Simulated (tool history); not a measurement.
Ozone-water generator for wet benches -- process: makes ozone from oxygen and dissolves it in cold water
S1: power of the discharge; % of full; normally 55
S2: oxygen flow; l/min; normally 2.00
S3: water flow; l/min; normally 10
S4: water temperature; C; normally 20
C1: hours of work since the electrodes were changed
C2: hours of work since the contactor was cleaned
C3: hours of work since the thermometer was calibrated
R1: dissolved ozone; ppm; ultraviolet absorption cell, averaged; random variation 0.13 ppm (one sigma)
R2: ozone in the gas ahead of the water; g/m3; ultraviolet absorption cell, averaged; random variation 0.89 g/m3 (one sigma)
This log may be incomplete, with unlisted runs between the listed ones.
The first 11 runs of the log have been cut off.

run	hour	S1	S2	S3	S4	C1	C2	C3	R1	R2
12	592.4	55	2.00	10	20	2665	5711	5106	14.8	146.3
13	622.0	55	2.00	10	20	2692	5738	5133	14.8	146.9
14	671.4	55	2.00	13	20	2736	5782	5177	12.1	148.2
15	743.1	55	2.16	10	20	2801	5847	5242	15.1	143.3
16	779.3	55	2.68	10	20	2833	5880	5274	15.9	132.2
17	833.7	55	3.47	7	26	2882	5929	5323	17.7	119.5
# hour 846.1: water thermometer calibrated
18	900.6	55	2.00	9	20	2942	5988	49	16.0	144.7
19	958.8	55	2.00	9	20	2995	6041	101	16.0	145.8
20	1007.5	59	2.38	11	23	3038	6085	145	14.6	146.3
21	1070.4	59	2.38	11	23	3095	6141	202	14.6	146.9
22	1116.8	55	1.29	10	26	3137	6183	244	12.3	172.0
23	1152.7	92	2.00	10	14	3169	6216	276	25.1	232.9
24	1204.7	92	2.00	7	16	3216	6262	323	32.1	231.3
25	1261.6	55	2.02	7	13	3267	6314	374	21.4	146.7
26	1295.7	55	1.30	10	20	3298	6344	405	13.0	170.7
27	1343.7	88	1.06	10	20	3341	6388	448	18.4	278.1
28	1380.7	55	2.28	10	25	3375	6421	482	14.0	140.2
29	1435.3	55	2.00	7	20	3424	6470	531	19.1	147.6
30	1504.4	58	2.93	14	20	3486	6532	593	13.0	133.5
31	1542.5	58	2.93	14	20	3520	6567	627	13.2	133.6

Here are 5 independent what-if runs from the current tool condition. What would each one return?
A	1597.9	55	2.23	14	20	3570	6617	677	?	?
B	1597.9	50	2.32	14	16	3570	6617	677	?	?
C	1597.9	58	2.93	7	20	3570	6617	677	?	?
D	1597.9	58	1.94	7	27	3570	6617	677	?	?
E	1597.9	55	2.00	11	20	3570	6617	677	?	?

run	R1	R2
A	11.7	141.2
B	11.3	129.4
C	20.8	133.4
D	17.7	155.7
E	13.8	145.8
What these runs would have given with no unlogged condition in the tool:
run	R1	R2
A	11.7	141.3
B	11.3	129.4
C	20.8	133.5
D	17.7	155.8
E	13.8	145.9

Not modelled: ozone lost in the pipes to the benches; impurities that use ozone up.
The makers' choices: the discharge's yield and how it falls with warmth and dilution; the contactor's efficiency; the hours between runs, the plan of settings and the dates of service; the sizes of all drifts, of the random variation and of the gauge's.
